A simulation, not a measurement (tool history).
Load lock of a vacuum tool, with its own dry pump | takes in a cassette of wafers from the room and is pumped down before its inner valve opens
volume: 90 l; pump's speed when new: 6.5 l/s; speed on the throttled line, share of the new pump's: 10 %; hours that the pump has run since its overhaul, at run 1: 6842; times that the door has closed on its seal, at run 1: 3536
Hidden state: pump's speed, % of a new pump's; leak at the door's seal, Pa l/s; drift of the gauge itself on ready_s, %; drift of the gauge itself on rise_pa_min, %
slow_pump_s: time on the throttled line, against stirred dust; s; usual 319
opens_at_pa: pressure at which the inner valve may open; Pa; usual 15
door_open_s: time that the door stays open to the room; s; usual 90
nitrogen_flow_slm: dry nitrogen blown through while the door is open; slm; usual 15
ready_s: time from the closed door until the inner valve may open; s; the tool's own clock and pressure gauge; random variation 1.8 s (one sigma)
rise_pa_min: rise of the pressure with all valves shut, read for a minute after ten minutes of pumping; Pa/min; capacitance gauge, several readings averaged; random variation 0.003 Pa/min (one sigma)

run    hour  slow_pump_s  opens_at_pa  door_open_s  nitrogen_flow_slm  hours that the pump has run since its overhaul  times that the door has closed on its seal  incoming humidity of the room's air, %  ready_s  rise_pa_min
  1       0          319           15           90                 15                                            6842                                        3536                                    43.9    413.5        0.087
  2   337.8          319           15           90                 15                                            7180                                        5133                                    43.9    416.8         0.11
  3   938.2          319           15           90                 15                                            7781                                        7971                                    44.8    415.3         0.16
  4  1246.7          319           15           90                 15                                            8089                                        9430                                      46    420.7        0.201
  5    1793          319           15           90                 15                                            8635                                       12012                                      46    416.9        0.285
  6  2442.6          319           15           90                 15                                            9285                                       15083                                    44.8    417.9        0.369
  7  3090.1          319           15           49                 15                                            9932                                       18144                                    43.8    419.6        0.477
  8  3392.1          319           15           49                 15                                           10234                                       19572                                      45      418        0.534
  9  4003.7          319           15           49                 15                                           10846                                       22463                                      45      421        0.659
       4170  -- door's seal changed, seat wiped
 10  4335.6          319           15           49                 14                                           11176                                         782                                    46.7      422        0.034
 11  4912.4          319           15           90                 15                                           11753                                        3509                                    46.7    425.7        0.078
 12  5267.5          299           10           90                 15                                           12108                                        5188                                    47.8    413.2        0.093
 13  5550.9          299           10          104                  8                                           12392                                        6527                                    44.6    416.9        0.123
 14  5921.3          364           13          104                  8                                           12762                                        8278                                    44.7    469.7        0.153
 15  6259.3          364           13          104                  8                                           13100                                        9876                                    44.3    465.8         0.19
 16    6902          364           27          235                  7                                           13743                                       12914                                    46.3    453.5        0.294
 17  7266.2          178           15           34                 15                                           14107                                       14636                                    45.1    302.7        0.306
 18  7813.9          399           20           34                 19                                           14655                                       17226                                    47.6    494.1        0.392
 19  8177.6          240           23           90                 15                                           15018                                       18945                                    43.4    349.9        0.484
 20  8778.7          576           11          153                 23                                           15620                                       21786                                    48.2    660.3        0.615
     9087.7  -- door's seal changed, seat wiped
 21  9133.1          576           11          153                 23                                           15972                                         215                                    42.2    656.4        0.026
 22  9512.6          395           11          153                 10                                           16352                                        2009                                    44.3    497.9        0.059

3 ways to go on from here, each from the tool as it stands after run 22. What would each give?
  A  9817.2          319           11          219                  9                                           16656                                        3449                                    48.3        ?            ?
  B  9817.2          186           10           90                  7                                           16656                                        3449                                    44.1        ?            ?
  C  9817.2          426           12           95                 15                                           16656                                        3449                                    45.1        ?            ?

run  ready_s  rise_pa_min
  A    435.4        0.094
  B    321.3        0.078
  C    523.4        0.072
Without the tool's hidden state the same runs would have given:
run  ready_s  rise_pa_min
  A    412.9        0.055
  B    294.9        0.039
  C    503.9        0.032

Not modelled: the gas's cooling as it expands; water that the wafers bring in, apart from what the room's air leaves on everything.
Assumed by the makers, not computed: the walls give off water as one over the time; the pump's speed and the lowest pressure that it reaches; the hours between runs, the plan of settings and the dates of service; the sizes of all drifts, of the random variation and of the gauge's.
